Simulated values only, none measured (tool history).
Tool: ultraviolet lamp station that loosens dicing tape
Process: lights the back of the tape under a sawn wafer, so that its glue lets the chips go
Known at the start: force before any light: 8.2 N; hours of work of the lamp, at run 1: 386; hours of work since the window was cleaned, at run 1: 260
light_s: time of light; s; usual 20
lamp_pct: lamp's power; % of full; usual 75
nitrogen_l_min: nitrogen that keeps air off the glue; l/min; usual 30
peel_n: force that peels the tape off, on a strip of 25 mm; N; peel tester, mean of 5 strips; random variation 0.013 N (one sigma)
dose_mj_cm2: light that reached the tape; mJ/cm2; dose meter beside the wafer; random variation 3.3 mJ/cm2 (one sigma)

run	hour	light_s	lamp_pct	nitrogen_l_min	hours of work of the lamp	hours of work since the window was cleaned	peel_n	dose_mj_cm2
1	0.0	20	75	30	386	260	0.950	428
2	11.1	20	75	30	392	266	0.943	432
3	27.5	20	75	30	400	274	0.985	427
4	37.4	20	75	30	405	279	0.927	430
5	50.3	20	75	30	411	286	0.971	426
6	61.3	20	75	30	417	291	0.961	426
7	80.1	20	75	30	426	300	1.034	418
# hour 91.8: window cleaned of glue's vapour
8	96.1	20	75	30	434	2	1.200	375
9	114.6	20	75	30	443	11	1.224	372
10	125.8	20	75	13	449	17	1.700	374
11	134.2	20	75	13	453	21	1.644	370
12	148.3	20	75	13	460	28	1.671	365
13	162.6	20	75	30	467	35	1.320	365
14	177.5	20	75	30	474	43	1.277	364
# hour 179.5: window cleaned of glue's vapour, once more
15	190.9	20	75	30	481	6	0.767	474
16	207.7	11	97	35	489	14	1.417	334
17	218.9	18	97	13	495	20	0.793	544
18	231.1	29	76	30	501	26	0.351	694
19	242.9	29	72	46	507	32	0.338	656
20	260.4	20	65	50	516	40	0.918	402
21	273.4	29	82	46	522	47	0.248	730
22	281.3	23	87	35	526	51	0.412	614
23	296.4	23	87	35	534	58	0.397	615
24	306.7	20	77	43	539	64	0.712	466
25	321.7	20	77	43	546	71	0.709	463
26	336.4	28	75	41	554	78	0.367	635
27	353.9	28	75	41	562	87	0.366	625

How the hidden state differs across the entries between the runs, from the last listed run before each to the first after it:
Between runs 7 and 8: window cleaned of glue's vapour (hour 91.8)
  lamp's light, % of a new lamp's: 91.1 -> 90.9; light that the window lets through, % of a clean one's: 85.8 -> 77.3
  measured less the result without the state, peel_n: +0.417 -> +0.615 N; dose_mj_cm2: -117 -> -158 mJ/cm2
Between runs 14 and 15: window cleaned of glue's vapour, once more (hour 179.5)
  lamp's light, % of a new lamp's: 90.1 -> 89.9; light that the window lets through, % of a clean one's: 75.4 -> 99
  measured less the result without the state, peel_n: +0.689 -> +0.172 N; dose_mj_cm2: -171 -> -59 mJ/cm2
